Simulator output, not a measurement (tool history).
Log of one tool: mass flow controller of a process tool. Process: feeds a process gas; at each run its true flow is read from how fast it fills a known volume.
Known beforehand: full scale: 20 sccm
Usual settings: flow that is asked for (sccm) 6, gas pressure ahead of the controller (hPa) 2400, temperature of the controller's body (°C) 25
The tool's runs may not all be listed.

run	hour	flow that is asked for (sccm)	gas pressure ahead of the controller (hPa)	temperature of the controller's body (°C)	true flow (%)
1	0	6	2400	25	98.16
2	98	6	2400	25	98.07
3	173.6	6	2440	25	98.21
4	264.5	6	2400	25	98.1
5	354.4	6	2400	25	98.31
6	436.8	9	2400	25	98.59
7	524.3	9	2400	25	98.5
8	605.7	9	2400	25	98.29
9	682.1	6	2400	25	98.03
10	735.2	3	1780	24	97.54
11	840.2	3	1780	24	97.66
12	935.5	6	2310	22	98.04
13	1042.1	6	2000	25	98.09
14	1117.5	15	1510	23	99.11
15	1210.8	9	1670	29	99.01
16	1308.8	13	2270	35	99.24
17	1407.5	6	2400	25	97.91
18	1491.5	15	2630	26	98.78

Below, each run's measurement less what the same run would have read without the hidden state. Both values contain the same run-to-run variation, but the gauge's scatter may not be the same in both:
The tool's hidden condition here consists of: flow at rest that the sensor doesn't see, % of full scale; true flow over the shown one, %; drift of the gauge itself on true_pct, %.
run	true flow (%)
1	-0.72
2	-0.74
3	-0.76
4	-0.77
5	-0.8
6	-0.65
7	-0.67
8	-0.67
9	-0.87
10	-1.41
11	-1.44
12	-0.92
13	-0.95
14	-0.61
15	-0.78
16	-0.67
17	-1.02
18	-0.66

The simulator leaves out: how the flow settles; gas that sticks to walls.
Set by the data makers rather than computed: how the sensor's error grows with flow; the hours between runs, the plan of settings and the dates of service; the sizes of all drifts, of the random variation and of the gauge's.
